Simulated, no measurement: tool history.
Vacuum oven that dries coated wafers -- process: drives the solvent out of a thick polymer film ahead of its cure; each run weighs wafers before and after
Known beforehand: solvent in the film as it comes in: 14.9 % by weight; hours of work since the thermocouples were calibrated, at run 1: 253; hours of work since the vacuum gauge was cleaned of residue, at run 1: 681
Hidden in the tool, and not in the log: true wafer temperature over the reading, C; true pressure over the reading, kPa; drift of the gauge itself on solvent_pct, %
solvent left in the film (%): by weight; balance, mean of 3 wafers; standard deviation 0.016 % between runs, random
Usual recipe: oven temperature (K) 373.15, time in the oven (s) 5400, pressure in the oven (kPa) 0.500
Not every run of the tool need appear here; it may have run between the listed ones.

run	hour	oven temperature (K)	time in the oven (s)	pressure in the oven (kPa)	hours of work since the thermocouples were calibrated	hours of work since the vacuum gauge was cleaned of residue	solvent left in the film (%)
1	0.0	373.15	5400	0.500	253	681	0.79
2	84.6	373.15	5400	0.500	307	735	0.85
3	159.0	371.15	5400	0.500	355	782	0.99
4	217.7	372.15	5400	0.500	392	819	0.87
5	346.9	372.15	5400	0.500	474	902	0.87
6	475.6	372.15	5400	0.570	556	984	0.90
7	570.9	372.15	5400	0.478	617	1045	0.83
8	638.9	372.15	5400	0.478	660	1088	0.85
9	705.0	373.15	5400	0.500	703	1130	0.75
10	800.2	373.15	5400	0.500	763	1191	0.73
11	862.0	373.15	5400	0.500	803	1230	0.73
12	963.2	373.15	5400	0.500	867	1295	0.75
# hour 1058.8: oven's thermocouples calibrated
13	1085.1	373.15	5400	0.500	17	1371	0.72
14	1159.8	373.15	5400	0.500	64	1419	0.66
15	1254.8	373.15	5400	0.500	125	1479	0.68
16	1362.9	373.15	5400	0.743	194	1548	0.76
# hour 1437.2: oven's thermocouples calibrated, once more
17	1444.8	373.15	5400	0.743	5	1599	1.02
18	1539.5	373.15	5400	0.743	65	1659	0.98
19	1619.3	373.15	5400	0.743	116	1710	0.97
20	1701.7	373.15	5400	0.743	169	1763	0.99
21	1799.5	373.15	4080	0.500	231	1825	1.55
22	1872.3	373.15	5400	0.500	277	1872	0.88
23	1942.9	373.15	5400	0.594	322	1917	0.93
24	2048.7	373.15	6300	0.500	390	1984	0.63
25	2177.2	373.15	6300	0.500	472	2066	0.62

Run 26, settings as shown, results not yet in. Your forecast:
26	2259.5	383.15	5400	0.500	524	2118	?

solvent left in the film (%): 0.28
With no hidden state in the tool, this same run would have given solvent left in the film (%) 0.23.
